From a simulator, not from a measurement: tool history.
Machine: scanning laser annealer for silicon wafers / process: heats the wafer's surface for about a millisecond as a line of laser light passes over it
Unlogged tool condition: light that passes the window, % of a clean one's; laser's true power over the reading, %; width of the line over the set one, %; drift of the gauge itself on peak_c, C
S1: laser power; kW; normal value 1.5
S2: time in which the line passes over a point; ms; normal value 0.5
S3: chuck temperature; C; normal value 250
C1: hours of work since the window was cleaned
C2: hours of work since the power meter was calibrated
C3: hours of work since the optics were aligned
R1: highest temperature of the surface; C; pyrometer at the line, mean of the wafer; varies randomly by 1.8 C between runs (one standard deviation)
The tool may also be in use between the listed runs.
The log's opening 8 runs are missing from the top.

run,hour,S1,S2,S3,C1,C2,C3,R1
9,56.5,1.5,0.372,240,434,157,1517,826
10,62.1,1.5,0.372,240,437,160,1521,826
11,72.3,1.5,0.372,240,444,167,1527,831
12,77.4,1.5,0.5,224,447,170,1531,910
13,83.7,1.5,0.5,250,451,174,1534,938
14,91.6,1.5,0.5,250,456,179,1539,937
15,97.5,1.5,0.5,250,460,183,1543,938
16,108.2,1.5,0.5,250,466,189,1550,938
17,117.3,1.5,0.5,250,472,195,1556,937
18,125.6,1.5,0.5,250,477,200,1561,935
19,131.6,1.5,0.5,250,481,204,1565,935
20,138.8,1.5,0.5,250,486,209,1569,936
21,146.1,1.5,0.5,250,490,213,1574,937
22,152.7,1.31,0.389,212,494,217,1578,716
23,163.6,1.381,0.465,213,501,224,1585,803
24,169.3,1.312,0.423,282,505,228,1588,810
25,174.8,1.566,0.509,262,508,231,1592,990
26,180.5,1.383,0.411,250,512,235,1595,807
27,191.1,1.383,0.411,250,518,241,1602,806
28,196.7,1.443,0.416,275,522,245,1606,863
29,201.3,1.443,0.416,275,525,248,1608,864
30,212.1,1.443,0.416,275,532,255,1615,861

What will run 31 give?
31,216.6,1.443,0.416,275,534,257,1618,?

R1: 864 C
Were there no unlogged condition in the tool, this run, its random variation unchanged, would have produced R1 900 C.
